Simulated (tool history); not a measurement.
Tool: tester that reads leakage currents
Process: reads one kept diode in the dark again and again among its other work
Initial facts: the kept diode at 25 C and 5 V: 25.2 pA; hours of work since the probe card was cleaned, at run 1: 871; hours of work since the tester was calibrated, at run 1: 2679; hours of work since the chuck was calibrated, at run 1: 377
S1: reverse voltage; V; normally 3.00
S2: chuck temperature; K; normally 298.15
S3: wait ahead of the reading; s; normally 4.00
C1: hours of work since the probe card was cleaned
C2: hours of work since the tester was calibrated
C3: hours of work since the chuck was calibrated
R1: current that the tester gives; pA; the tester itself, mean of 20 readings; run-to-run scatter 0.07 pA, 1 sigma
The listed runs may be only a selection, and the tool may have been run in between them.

run,day,S1,S2,S3,C1,C2,C3,R1
1,0.000,3.00,298.15,4.00,871,2679,377,20.61
2,6.858,3.00,298.15,4.00,990,2798,497,20.33
# day 16.208: chuck's temperature calibrated
3,17.217,3.00,298.15,4.00,1169,2977,18,21.40
4,25.871,3.00,298.15,4.00,1320,3128,169,21.15
# day 29.096: tester calibrated
5,31.992,1.12,298.15,4.00,1426,50,274,13.91
6,43.096,3.00,316.15,4.00,1619,244,468,83.92
7,53.475,3.00,316.15,4.00,1800,425,649,82.46
# day 54.612: chuck's temperature calibrated
8,64.262,3.00,316.15,4.00,1987,612,168,85.60
9,72.108,3.00,316.15,2.56,2124,749,305,85.03
10,82.404,3.00,316.15,2.56,2304,928,485,83.57
11,89.829,3.00,298.15,5.51,2433,1058,614,20.16
# day 92.554: chuck's temperature calibrated
12,99.100,3.00,298.15,5.51,2594,1218,114,21.09
13,108.733,3.00,298.15,5.51,2762,1386,282,20.74
14,114.817,3.00,298.15,5.51,2868,1493,388,20.57
15,127.058,3.00,298.15,5.51,3081,1706,602,20.23
# day 131.004: chuck's temperature calibrated
16,135.808,3.00,298.15,5.51,3232,1857,84,21.18
17,144.092,3.00,298.15,4.00,3377,2002,228,20.94
18,155.325,3.00,298.15,4.00,3573,2198,424,20.59
19,163.967,3.00,298.15,4.00,3724,2348,575,20.39
# day 167.938: probe card cleaned and baked
# day 169.133: chuck's temperature calibrated
20,173.638,3.00,298.15,4.00,98,2514,79,20.81
21,183.367,3.00,298.15,1.60,268,2683,248,20.86
22,195.279,8.21,298.15,4.41,476,2891,456,30.55
23,201.296,8.40,297.15,4.41,581,2996,561,28.30
# day 207.229: chuck's temperature calibrated
24,207.229,18.54,297.15,7.10,683,3098,0,41.50
# day 212.233: tester calibrated
25,215.092,1.38,330.15,0.75,818,50,136,169.97
26,221.125,1.38,323.15,0.64,923,155,241,103.38
27,231.071,1.38,323.15,0.64,1097,329,414,101.94
28,236.304,1.38,323.15,0.64,1188,420,506,101.28
29,244.917,3.00,298.15,0.96,1339,570,656,20.73
# day 245.908: chuck's temperature calibrated
30,250.158,1.76,298.15,3.59,1429,660,74,16.69
31,260.296,5.65,300.15,1.87,1605,837,251,32.27
32,268.825,17.54,295.15,4.00,1754,986,400,34.82
33,278.133,17.54,295.15,4.00,1917,1148,562,34.56
# day 284.650: chuck's temperature calibrated
34,286.871,17.54,313.15,4.00,2068,1299,39,141.06
35,295.283,2.49,310.15,2.29,2214,1446,185,49.93
36,304.242,7.78,300.15,2.37,2371,1602,342,36.69
37,311.892,14.09,298.15,4.00,2504,1736,475,40.15
38,318.017,14.09,298.15,4.00,2611,1843,582,39.68
# day 322.846: chuck's temperature calibrated
39,326.462,5.14,301.15,2.90,2757,1988,63,34.43

Entry by entry between the runs, the difference in hidden state between the last listed run before and the first listed run after:
In the gap between runs 2 and 3: chuck's temperature calibrated (day 16.208)
  stray current of the dirty probe card, pA a volt: 0.082 -> 0.093; current scale over the true one, %: 0.47 -> 0.5; true chuck temperature over the reading, C: -0.55 -> 0.09
  measured result minus the result with no hidden state, R1: -0.66 -> +0.49 pA
In the gap between runs 4 and 5: tester calibrated (day 29.096)
  stray current of the dirty probe card, pA a volt: 0.103 -> 0.11; current scale over the true one, %: 0.52 -> -0.1; true chuck temperature over the reading, C: -0.09 -> -0.21
  measured result minus the result with no hidden state, R1: +0.20 -> -0.15 pA
In the gap between runs 7 and 8: chuck's temperature calibrated (day 54.612)
  stray current of the dirty probe card, pA a volt: 0.133 -> 0.145; current scale over the true one, %: -0.04 -> 0; true chuck temperature over the reading, C: -0.68 -> -0.11
  measured result minus the result with no hidden state, R1: -3.96 -> -0.32 pA
In the gap between runs 11 and 12: chuck's temperature calibrated (day 92.554)
  stray current of the dirty probe card, pA a volt: 0.174 -> 0.184; current scale over the true one, %: 0.07 -> 0.1; true chuck temperature over the reading, C: -0.69 -> -0.16
  measured result minus the result with no hidden state, R1: -0.70 -> +0.23 pA
In the gap between runs 15 and 16: chuck's temperature calibrated (day 131.004)
  stray current of the dirty probe card, pA a volt: 0.215 -> 0.224; current scale over the true one, %: 0.19 -> 0.21; true chuck temperature over the reading, C: -0.77 -> -0.18
  measured result minus the result with no hidden state, R1: -0.68 -> +0.35 pA
In the gap between runs 19 and 20: probe card cleaned and baked (day 167.938); chuck's temperature calibrated (day 169.133)
  stray current of the dirty probe card, pA a volt: 0.254 -> 0.03; current scale over the true one, %: 0.3 -> 0.32; true chuck temperature over the reading, C: -0.75 -> -0.11
  measured result minus the result with no hidden state, R1: -0.51 -> -0.09 pA
In the gap between runs 23 and 24: chuck's temperature calibrated (day 207.229)
  stray current of the dirty probe card, pA a volt: 0.061 -> 0.067; current scale over the true one, %: 0.4 -> 0.42; true chuck temperature over the reading, C: -0.65 -> -0.06
  measured result minus the result with no hidden state, R1: -1.08 -> +0.88 pA
In the gap between runs 24 and 25: tester calibrated (day 212.233)
  stray current of the dirty probe card, pA a volt: 0.067 -> 0.075; current scale over the true one, %: 0.42 -> 0.09; true chuck temperature over the reading, C: -0.06 -> -0.22
  measured result minus the result with no hidden state, R1: +0.88 -> -2.34 pA
In the gap between runs 29 and 30: chuck's temperature calibrated (day 245.908)
  stray current of the dirty probe card, pA a volt: 0.108 -> 0.113; current scale over the true one, %: 0.18 -> 0.19; true chuck temperature over the reading, C: -0.82 -> -0.17
  measured result minus the result with no hidden state, R1: -1.07 -> -0.05 pA
In the gap between runs 33 and 34: chuck's temperature calibrated (day 284.650)
  stray current of the dirty probe card, pA a volt: 0.144 -> 0.153; current scale over the true one, %: 0.27 -> 0.3; true chuck temperature over the reading, C: -0.75 -> -0.17
  measured result minus the result with no hidden state, R1: +0.24 -> +0.98 pA
In the gap between runs 38 and 39: chuck's temperature calibrated (day 322.846)
  stray current of the dirty probe card, pA a volt: 0.186 -> 0.196; current scale over the true one, %: 0.4 -> 0.42; true chuck temperature over the reading, C: -0.84 -> -0.05
  measured result minus the result with no hidden state, R1: -0.12 -> +0.92 pA
